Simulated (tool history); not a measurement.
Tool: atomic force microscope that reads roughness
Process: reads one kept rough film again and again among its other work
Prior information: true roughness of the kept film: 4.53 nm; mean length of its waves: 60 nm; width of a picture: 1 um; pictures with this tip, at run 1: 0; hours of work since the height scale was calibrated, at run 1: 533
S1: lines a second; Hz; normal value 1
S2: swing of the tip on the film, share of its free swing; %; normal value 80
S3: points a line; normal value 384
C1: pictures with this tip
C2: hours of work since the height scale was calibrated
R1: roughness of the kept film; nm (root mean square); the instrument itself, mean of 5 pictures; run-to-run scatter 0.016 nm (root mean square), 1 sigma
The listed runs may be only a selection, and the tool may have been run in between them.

run 1 hour=0 | S1=1 S2=80 S3=384 | C1=0 C2=533 | R1=3.991
run 2 hour=39.9 | S1=1 S2=80 S3=384 | C1=46 C2=557 | R1=4.011
-- hour=65.9 new tip fitted
run 3 hour=73.6 | S1=1 S2=80 S3=384 | C1=8 C2=578 | R1=4.024
run 4 hour=119.9 | S1=3.2 S2=80 S3=384 | C1=62 C2=606 | R1=3.31
-- hour=132.6 new tip fitted
run 5 hour=140.3 | S1=3.2 S2=80 S3=384 | C1=9 C2=618 | R1=3.324
run 6 hour=164.1 | S1=3.2 S2=80 S3=384 | C1=36 C2=632 | R1=3.307
-- hour=195.9 new tip fitted
run 7 hour=207.2 | S1=1 S2=80 S3=561 | C1=13 C2=658 | R1=4
run 8 hour=247.4 | S1=1 S2=80 S3=338 | C1=59 C2=683 | R1=4.001
-- hour=262.2 new tip fitted
run 9 hour=292.3 | S1=1 S2=80 S3=384 | C1=35 C2=710 | R1=4.002
-- hour=326.2 new tip fitted
run 10 hour=326.7 | S1=1 S2=80 S3=384 | C1=0 C2=730 | R1=3.994
run 11 hour=367.8 | S1=3.53 S2=80 S3=384 | C1=48 C2=755 | R1=3.239
-- hour=392.4 new tip fitted
run 12 hour=392.6 | S1=1 S2=80 S3=634 | C1=0 C2=770 | R1=4.016
run 13 hour=420.9 | S1=1 S2=73 S3=384 | C1=33 C2=787 | R1=4.114
-- hour=456 new tip fitted
run 14 hour=466.3 | S1=1 S2=73 S3=384 | C1=12 C2=815 | R1=4.095
run 15 hour=495.2 | S1=1 S2=73 S3=384 | C1=45 C2=832 | R1=4.117
-- hour=521 new tip fitted
run 16 hour=527.5 | S1=1 S2=73 S3=384 | C1=8 C2=851 | R1=4.11
run 17 hour=573.6 | S1=1 S2=80 S3=384 | C1=61 C2=879 | R1=3.985
-- hour=586 new tip fitted
run 18 hour=619.3 | S1=1 S2=80 S3=384 | C1=38 C2=907 | R1=3.97
-- hour=650 new tip fitted
run 19 hour=659.5 | S1=1 S2=80 S3=384 | C1=11 C2=931 | R1=3.985
run 20 hour=680.8 | S1=1 S2=80 S3=384 | C1=36 C2=944 | R1=3.996
-- hour=716.7 new tip fitted
run 21 hour=725.4 | S1=1 S2=80 S3=384 | C1=10 C2=971 | R1=4
run 22 hour=764.2 | S1=1 S2=80 S3=384 | C1=54 C2=994 | R1=3.978
-- hour=783.7 new tip fitted
run 23 hour=807.3 | S1=1 S2=80 S3=384 | C1=28 C2=1020 | R1=4.003
run 24 hour=846.2 | S1=1 S2=80 S3=384 | C1=72 C2=1044 | R1=3.999
-- hour=850.1 new tip fitted
run 25 hour=865.9 | S1=1 S2=80 S3=384 | C1=19 C2=1056 | R1=4.027
run 26 hour=896.8 | S1=1 S2=80 S3=384 | C1=54 C2=1074 | R1=4.002
-- hour=913.1 new tip fitted
run 27 hour=940.1 | S1=0.88 S2=85 S3=535 | C1=31 C2=1100 | R1=3.937
run 28 hour=976 | S1=0.88 S2=69 S3=535 | C1=72 C2=1122 | R1=4.214
-- hour=978.5 new tip fitted
run 29 hour=1012.2 | S1=1.08 S2=88 S3=373 | C1=39 C2=1144 | R1=3.801
-- hour=1043.2 new tip fitted
run 30 hour=1059.9 | S1=2.62 S2=79 S3=384 | C1=19 C2=1173 | R1=3.524
run 31 hour=1104.6 | S1=2.37 S2=69 S3=498 | C1=71 C2=1200 | R1=3.89
-- hour=1108.2 new tip fitted
run 32 hour=1141.9 | S1=1 S2=80 S3=885 | C1=39 C2=1222 | R1=4.007
-- hour=1172.2 new tip fitted
run 33 hour=1184.7 | S1=1 S2=80 S3=885 | C1=14 C2=1248 | R1=3.99
run 34 hour=1218.1 | S1=1 S2=80 S3=589 | C1=53 C2=1268 | R1=4.031
-- hour=1237.4 new tip fitted
run 35 hour=1265.4 | S1=1.11 S2=56 S3=563 | C1=33 C2=1297 | R1=4.284
-- hour=1302.3 new tip fitted
run 36 hour=1313 | S1=0.73 S2=78 S3=418 | C1=12 C2=1325 | R1=4.119
run 37 hour=1333.9 | S1=1.77 S2=78 S3=937 | C1=36 C2=1338 | R1=3.831
-- hour=1368.5 new tip fitted
run 38 hour=1377 | S1=1.01 S2=78 S3=260 | C1=9 C2=1364 | R1=4.035
run 39 hour=1417.6 | S1=0.76 S2=60 S3=384 | C1=56 C2=1389 | R1=4.288
-- hour=1432.8 new tip fitted
run 40 hour=1457.5 | S1=0.76 S2=60 S3=384 | C1=29 C2=1412 | R1=4.295
-- hour=1496.9 new tip fitted
run 41 hour=1501.8 | S1=1.34 S2=85 S3=384 | C1=5 C2=1439 | R1=3.746
run 42 hour=1527.9 | S1=1 S2=80 S3=550 | C1=36 C2=1455 | R1=3.995
run 43 hour=1554.3 | S1=1 S2=80 S3=550 | C1=66 C2=1471 | R1=4.007
-- hour=1561.1 new tip fitted
run 44 hour=1574.4 | S1=0.6 S2=78 S3=537 | C1=16 C2=1483 | R1=4.191
run 45 hour=1603 | S1=0.6 S2=78 S3=537 | C1=49 C2=1500 | R1=4.192
run 46 hour=1623.2 | S1=2.56 S2=66 S3=602 | C1=72 C2=1513 | R1=3.951
-- hour=1626.2 new tip fitted
run 47 hour=1666.6 | S1=1 S2=84 S3=847 | C1=47 C2=1539 | R1=3.931
-- hour=1691.6 new tip fitted
run 48 hour=1696.1 | S1=0.64 S2=55 S3=378 | C1=5 C2=1556 | R1=4.335
run 49 hour=1715.8 | S1=2.07 S2=70 S3=927 | C1=28 C2=1568 | R1=3.936
run 50 hour=1742.7 | S1=3.42 S2=87 S3=322 | C1=59 C2=1585 | R1=2.94
-- hour=1755.8 new tip fitted
run 51 hour=1782.3 | S1=3.42 S2=87 S3=322 | C1=30 C2=1608 | R1=2.963

Predict each of these 4 candidate next runs independently; none follows another, all start after run 51:
run A hour=1818.7 | S1=3.42 S2=87 S3=327 | C1=72 C2=1631 | R1=?
run B hour=1818.7 | S1=1.22 S2=62 S3=398 | C1=72 C2=1631 | R1=?
run C hour=1818.7 | S1=3.84 S2=73 S3=421 | C1=72 C2=1631 | R1=?
run D hour=1818.7 | S1=1 S2=80 S3=270 | C1=72 C2=1631 | R1=?

run=A R1=2.946
run=B R1=4.206
run=C R1=3.436
run=D R1=3.962
With no hidden state in the tool, these same runs would have given:
run=A R1=2.949
run=B R1=4.21
run=C R1=3.439
run=D R1=3.966
